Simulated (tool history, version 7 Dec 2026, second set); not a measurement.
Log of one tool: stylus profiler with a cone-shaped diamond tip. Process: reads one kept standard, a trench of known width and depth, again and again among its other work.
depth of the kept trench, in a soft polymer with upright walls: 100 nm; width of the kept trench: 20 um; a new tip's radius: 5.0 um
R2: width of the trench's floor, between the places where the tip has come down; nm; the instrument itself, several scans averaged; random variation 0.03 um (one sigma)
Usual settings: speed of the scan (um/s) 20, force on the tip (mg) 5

run 1 day=0 | speed_of_the_scan_(um/s)=20 force_on_the_tip_(mg)=5 | depth_of_the_trench_(nm)=102.9 R2=17350
run 2 day=0.646 | speed_of_the_scan_(um/s)=20 force_on_the_tip_(mg)=5 | depth_of_the_trench_(nm)=102.89 R2=17390
run 3 day=1.229 | speed_of_the_scan_(um/s)=20 force_on_the_tip_(mg)=5 | depth_of_the_trench_(nm)=102.89 R2=17340
run 4 day=1.725 | speed_of_the_scan_(um/s)=20 force_on_the_tip_(mg)=2.53 | depth_of_the_trench_(nm)=101.91 R2=17320
run 5 day=2.229 | speed_of_the_scan_(um/s)=20 force_on_the_tip_(mg)=2.53 | depth_of_the_trench_(nm)=101.89 R2=17330
run 6 day=2.538 | speed_of_the_scan_(um/s)=20 force_on_the_tip_(mg)=2.53 | depth_of_the_trench_(nm)=101.89 R2=17330
run 7 day=2.829 | speed_of_the_scan_(um/s)=20 force_on_the_tip_(mg)=2.53 | depth_of_the_trench_(nm)=101.88 R2=17360
run 8 day=3.296 | speed_of_the_scan_(um/s)=20 force_on_the_tip_(mg)=3.99 | depth_of_the_trench_(nm)=102.52 R2=17370
run 9 day=3.888 | speed_of_the_scan_(um/s)=20 force_on_the_tip_(mg)=3.99 | depth_of_the_trench_(nm)=102.55 R2=17310
run 10 day=4.204 | speed_of_the_scan_(um/s)=20 force_on_the_tip_(mg)=5 | depth_of_the_trench_(nm)=102.9 R2=17350
run 11 day=4.608 | speed_of_the_scan_(um/s)=41 force_on_the_tip_(mg)=5 | depth_of_the_trench_(nm)=102.92 R2=17220
run 12 day=5.204 | speed_of_the_scan_(um/s)=20 force_on_the_tip_(mg)=5 | depth_of_the_trench_(nm)=102.92 R2=17310
run 13 day=5.521 | speed_of_the_scan_(um/s)=20 force_on_the_tip_(mg)=5 | depth_of_the_trench_(nm)=102.92 R2=17330
run 14 day=5.996 | speed_of_the_scan_(um/s)=20 force_on_the_tip_(mg)=9.11 | depth_of_the_trench_(nm)=104.3 R2=17370
run 15 day=6.446 | speed_of_the_scan_(um/s)=20 force_on_the_tip_(mg)=9.11 | depth_of_the_trench_(nm)=104.3 R2=17350
run 16 day=6.979 | speed_of_the_scan_(um/s)=20 force_on_the_tip_(mg)=9.11 | depth_of_the_trench_(nm)=104.3 R2=17350
run 17 day=7.296 | speed_of_the_scan_(um/s)=13 force_on_the_tip_(mg)=5 | depth_of_the_trench_(nm)=102.92 R2=17310
run 18 day=7.779 | speed_of_the_scan_(um/s)=20 force_on_the_tip_(mg)=5 | depth_of_the_trench_(nm)=102.91 R2=17320
run 19 day=8.179 | speed_of_the_scan_(um/s)=20 force_on_the_tip_(mg)=5 | depth_of_the_trench_(nm)=102.92 R2=17290
run 20 day=8.654 | speed_of_the_scan_(um/s)=20 force_on_the_tip_(mg)=5 | depth_of_the_trench_(nm)=102.91 R2=17390
run 21 day=8.946 | speed_of_the_scan_(um/s)=5 force_on_the_tip_(mg)=5.7 | depth_of_the_trench_(nm)=103.17 R2=17310
run 22 day=9.525 | speed_of_the_scan_(um/s)=20 force_on_the_tip_(mg)=4.32 | depth_of_the_trench_(nm)=102.68 R2=17270
run 23 day=10.112 | speed_of_the_scan_(um/s)=20 force_on_the_tip_(mg)=8.41 | depth_of_the_trench_(nm)=104.11 R2=17300
run 24 day=10.571 | speed_of_the_scan_(um/s)=30 force_on_the_tip_(mg)=5.39 | depth_of_the_trench_(nm)=103.07 R2=17230
run 25 day=10.979 | speed_of_the_scan_(um/s)=54 force_on_the_tip_(mg)=4.23 | depth_of_the_trench_(nm)=102.64 R2=17130
run 26 day=11.354 | speed_of_the_scan_(um/s)=13 force_on_the_tip_(mg)=13.03 | depth_of_the_trench_(nm)=105.45 R2=17310
run 27 day=11.725 | speed_of_the_scan_(um/s)=51 force_on_the_tip_(mg)=10.22 | depth_of_the_trench_(nm)=104.65 R2=17220
run 28 day=12.133 | speed_of_the_scan_(um/s)=31 force_on_the_tip_(mg)=3.28 | depth_of_the_trench_(nm)=102.24 R2=17140
run 29 day=12.729 | speed_of_the_scan_(um/s)=31 force_on_the_tip_(mg)=3.28 | depth_of_the_trench_(nm)=102.23 R2=17250
run 30 day=13.129 | speed_of_the_scan_(um/s)=40 force_on_the_tip_(mg)=7.06 | depth_of_the_trench_(nm)=103.66 R2=17190
run 31 day=13.562 | speed_of_the_scan_(um/s)=49 force_on_the_tip_(mg)=8.43 | depth_of_the_trench_(nm)=104.11 R2=17220
run 32 day=13.829 | speed_of_the_scan_(um/s)=20 force_on_the_tip_(mg)=2.04 | depth_of_the_trench_(nm)=101.69 R2=17160
run 33 day=14.162 | speed_of_the_scan_(um/s)=20 force_on_the_tip_(mg)=8.35 | depth_of_the_trench_(nm)=104.1 R2=17210
run 34 day=14.733 | speed_of_the_scan_(um/s)=29 force_on_the_tip_(mg)=2.97 | depth_of_the_trench_(nm)=102.11 R2=17140
run 35 day=15.179 | speed_of_the_scan_(um/s)=29 force_on_the_tip_(mg)=2.97 | depth_of_the_trench_(nm)=102.12 R2=17130
run 36 day=15.492 | speed_of_the_scan_(um/s)=14 force_on_the_tip_(mg)=1.78 | depth_of_the_trench_(nm)=101.56 R2=17210
run 37 day=15.871 | speed_of_the_scan_(um/s)=70 force_on_the_tip_(mg)=2.03 | depth_of_the_trench_(nm)=101.69 R2=16830
run 38 day=16.417 | speed_of_the_scan_(um/s)=70 force_on_the_tip_(mg)=2.03 | depth_of_the_trench_(nm)=101.68 R2=16840
run 39 day=16.888 | speed_of_the_scan_(um/s)=70 force_on_the_tip_(mg)=2.03 | depth_of_the_trench_(nm)=101.66 R2=16910

3 ways to go on from here, each from the tool as it stands after run 39. What would each give?
run A day=17.217 | speed_of_the_scan_(um/s)=35 force_on_the_tip_(mg)=7.66 | depth_of_the_trench_(nm)=? R2=?
run B day=17.217 | speed_of_the_scan_(um/s)=64 force_on_the_tip_(mg)=5.07 | depth_of_the_trench_(nm)=? R2=?
run C day=17.217 | speed_of_the_scan_(um/s)=26 force_on_the_tip_(mg)=10.86 | depth_of_the_trench_(nm)=? R2=?

run=A depth_of_the_trench_(nm)=103.88 R2=17170
run=B depth_of_the_trench_(nm)=102.95 R2=17040
run=C depth_of_the_trench_(nm)=104.85 R2=17160
Without the tool's hidden state the same runs would have given:
run=A depth_of_the_trench_(nm)=103.72 R2=17900
run=B depth_of_the_trench_(nm)=102.79 R2=17770
run=C depth_of_the_trench_(nm)=104.69 R2=17890
